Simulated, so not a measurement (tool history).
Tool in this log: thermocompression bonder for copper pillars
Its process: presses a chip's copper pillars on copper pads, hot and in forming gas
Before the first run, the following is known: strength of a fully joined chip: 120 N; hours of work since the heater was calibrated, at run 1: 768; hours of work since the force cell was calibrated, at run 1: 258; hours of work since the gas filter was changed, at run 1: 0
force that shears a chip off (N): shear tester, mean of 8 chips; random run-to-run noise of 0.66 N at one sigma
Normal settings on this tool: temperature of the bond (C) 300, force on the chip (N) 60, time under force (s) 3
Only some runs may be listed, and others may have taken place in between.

run,hour,temperature of the bond (C),force on the chip (N),time under force (s),hours of work since the heater was calibrated,hours of work since the force cell was calibrated,hours of work since the gas filter was changed,force that shears a chip off (N)
1,0.0,300,60,3,768,258,0,57.8
# hour 17.6: heater calibrated with a thermocouple chip
2,17.6,300,60,3,0,267,9,61.5
3,32.2,300,60,3,8,276,17,60.9
4,45.2,300,60,3,16,283,25,60.5
5,60.7,300,60,3,25,292,34,61.5
6,73.3,300,60,3,32,299,41,59.2
7,80.6,300,60,3,36,303,45,59.7
8,89.7,300,60,3,41,309,50,59.5
9,104.1,300,60,3,49,317,58,59.1
10,117.9,300,70,3,57,325,66,65.5
11,126.7,300,70,3,62,330,71,65.4
12,137.3,300,70,3,68,336,77,64.3
13,148.8,272,81,3,75,342,84,56.9
14,161.7,272,81,3,82,350,91,55.8
15,171.1,300,58,2,88,355,97,50.4
16,186.7,300,58,2,97,364,106,49.3
17,202.5,300,58,2,106,373,115,49.0
18,216.4,300,70,4,114,381,123,70.5
19,225.0,300,60,5,119,386,128,69.4
20,233.9,300,60,5,124,391,133,68.4
21,248.1,300,60,5,132,399,141,68.7

Pick out some run-to-run changes in force that shears a chip off (N). Of each, how much would a tool without hidden state show as well, from the settings, what came in and chance, and how much is left for the hidden state and any gauge scatter not in both results compared?
Hidden state present: true temperature of the bond over the reading, C; force that reaches the chip, % of what is set; oxide that the forming gas leaves, % of the face; drift of the gauge itself on shear_n, %.
Run 1 -> 2: heater calibrated with a thermocouple chip. force that shears a chip off (N) +3.7: hidden state +2.3, all else +1.4.
Run 12 -> 13: temperature of the bond (C) 300 -> 272, force on the chip (N) 70 -> 81. force that shears a chip off (N) -7.4: hidden state +0.0, all else -7.4.
Run 17 -> 18: force on the chip (N) 58 -> 70, time under force (s) 2 -> 4. force that shears a chip off (N) +21.5: hidden state -0.8, all else +22.3.
